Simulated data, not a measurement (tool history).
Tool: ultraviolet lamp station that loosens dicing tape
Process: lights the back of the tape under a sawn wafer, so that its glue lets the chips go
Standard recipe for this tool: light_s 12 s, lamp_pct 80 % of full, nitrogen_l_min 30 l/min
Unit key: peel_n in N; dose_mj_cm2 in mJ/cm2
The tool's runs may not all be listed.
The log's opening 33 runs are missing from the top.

| run | hour | light_s | lamp_pct | nitrogen_l_min | peel_n | dose_mj_cm2 |
|---|---|---|---|---|---|---|
| 34 | 272.3 | 7 | 67 | 28 | 1.894 | 195 |
| 35 | 283.2 | 23 | 66 | 13 | 0.361 | 635 |
| 36 | 291.7 | 23 | 66 | 13 | 0.379 | 636 |
| 37 | 300.7 | 9 | 66 | 13 | 2.177 | 249 |
| 38 | 309.9 | 13 | 67 | 36 | 0.481 | 360 |
| 39 | 321.1 | 23 | 67 | 36 | 0.253 | 641 |
| 40 | 325.9 | 14 | 64 | 26 | 0.586 | 369 |
| 41 | 335.5 | 7 | 68 | 13 | 2.939 | 194 |

Each row is a separate what-if for the run after 41, all from the same tool condition, not one after another. Results?
| A | 340.9 | 12 | 82 | 43 | ? | ? |
| B | 340.9 | 12 | 80 | 13 | ? | ? |
| C | 340.9 | 7 | 68 | 58 | ? | ? |

| run | peel_n | dose_mj_cm2 |
|---|---|---|
| A | 0.375 | 403 |
| B | 1.022 | 393 |
| C | 1.294 | 191 |
Stripped of hidden state, with their random variation kept, the same runs would have yielded:
| run | peel_n | dose_mj_cm2 |
|---|---|---|
| A | 0.310 | 460 |
| B | 0.782 | 448 |
| C | 1.001 | 219 |
